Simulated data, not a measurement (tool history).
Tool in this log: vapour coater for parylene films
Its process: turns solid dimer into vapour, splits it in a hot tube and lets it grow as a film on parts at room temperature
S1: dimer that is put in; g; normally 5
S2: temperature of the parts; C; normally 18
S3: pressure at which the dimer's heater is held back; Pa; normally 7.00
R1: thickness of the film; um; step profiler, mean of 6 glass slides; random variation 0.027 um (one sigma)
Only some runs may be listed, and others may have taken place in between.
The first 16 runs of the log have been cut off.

{"run": 17, "hour": 547.2, "S1": 5, "S2": 18, "S3": 7.0, "R1": 2.12}
{"run": 18, "hour": 596.1, "S1": 5, "S2": 18, "S3": 7.0, "R1": 2.03}
{"run": 19, "hour": 616.3, "S1": 5, "S2": 18, "S3": 7.0, "R1": 2.06}
{"run": 20, "hour": 639.7, "S1": 4, "S2": 25, "S3": 3.1, "R1": 1.41}
{"hour": 654.2, "done": "trap's valve overhauled"}
{"run": 21, "hour": 675.3, "S1": 4, "S2": 25, "S3": 3.1, "R1": 1.54}
{"run": 22, "hour": 696.4, "S1": 2, "S2": 15, "S3": 3.69, "R1": 1.04}
{"run": 23, "hour": 742.5, "S1": 2, "S2": 15, "S3": 3.69, "R1": 1.01}
{"run": 24, "hour": 763.7, "S1": 2, "S2": 18, "S3": 4.04, "R1": 0.95}
{"run": 25, "hour": 795.6, "S1": 5, "S2": 21, "S3": 3.11, "R1": 2.15}
{"run": 26, "hour": 822.2, "S1": 7, "S2": 13, "S3": 7.0, "R1": 3.5}
{"run": 27, "hour": 845.5, "S1": 2, "S2": 13, "S3": 8.73, "R1": 0.99}
{"run": 28, "hour": 886.9, "S1": 2, "S2": 13, "S3": 8.73, "R1": 1.0}
{"run": 29, "hour": 919.5, "S1": 7, "S2": 11, "S3": 7.0, "R1": 3.64}
{"run": 30, "hour": 954.0, "S1": 7, "S2": 11, "S3": 7.0, "R1": 3.61}
{"run": 31, "hour": 997.8, "S1": 7, "S2": 11, "S3": 7.0, "R1": 3.55}
{"run": 32, "hour": 1023.8, "S1": 3, "S2": 24, "S3": 6.93, "R1": 1.07}
{"run": 33, "hour": 1050.8, "S1": 3, "S2": 24, "S3": 6.93, "R1": 1.0}
{"run": 34, "hour": 1078.2, "S1": 8, "S2": 17, "S3": 7.0, "R1": 3.36}
{"hour": 1089.5, "done": "trap's valve overhauled"}
{"run": 35, "hour": 1114.5, "S1": 3, "S2": 22, "S3": 3.71, "R1": 1.3}
{"run": 36, "hour": 1140.1, "S1": 6, "S2": 29, "S3": 7.45, "R1": 1.95}
{"run": 37, "hour": 1174.0, "S1": 2, "S2": 29, "S3": 7.45, "R1": 0.66}
{"run": 38, "hour": 1211.1, "S1": 5, "S2": 21, "S3": 4.1, "R1": 2.09}

Each row is a separate what-if for the run after 38, all from the same tool condition, not one after another. Results?
{"run": "A", "hour": 1239.2, "S1": 8, "S2": 13, "S3": 7.0, "R1": "?"}
{"run": "B", "hour": 1239.2, "S1": 2, "S2": 18, "S3": 3.36, "R1": "?"}
{"run": "C", "hour": 1239.2, "S1": 8, "S2": 14, "S3": 7.56, "R1": "?"}
{"run": "D", "hour": 1239.2, "S1": 5, "S2": 21, "S3": 2.93, "R1": "?"}
{"run": "E", "hour": 1239.2, "S1": 5, "S2": 17, "S3": 7.0, "R1": "?"}

run=A R1=4.06
run=B R1=0.91
run=C R1=3.93
run=D R1=2.11
run=E R1=2.23
Without the tool's unlogged condition, the same runs would have read:
run=A R1=4.32
run=B R1=0.97
run=C R1=4.18
run=D R1=2.24
run=E R1=2.37
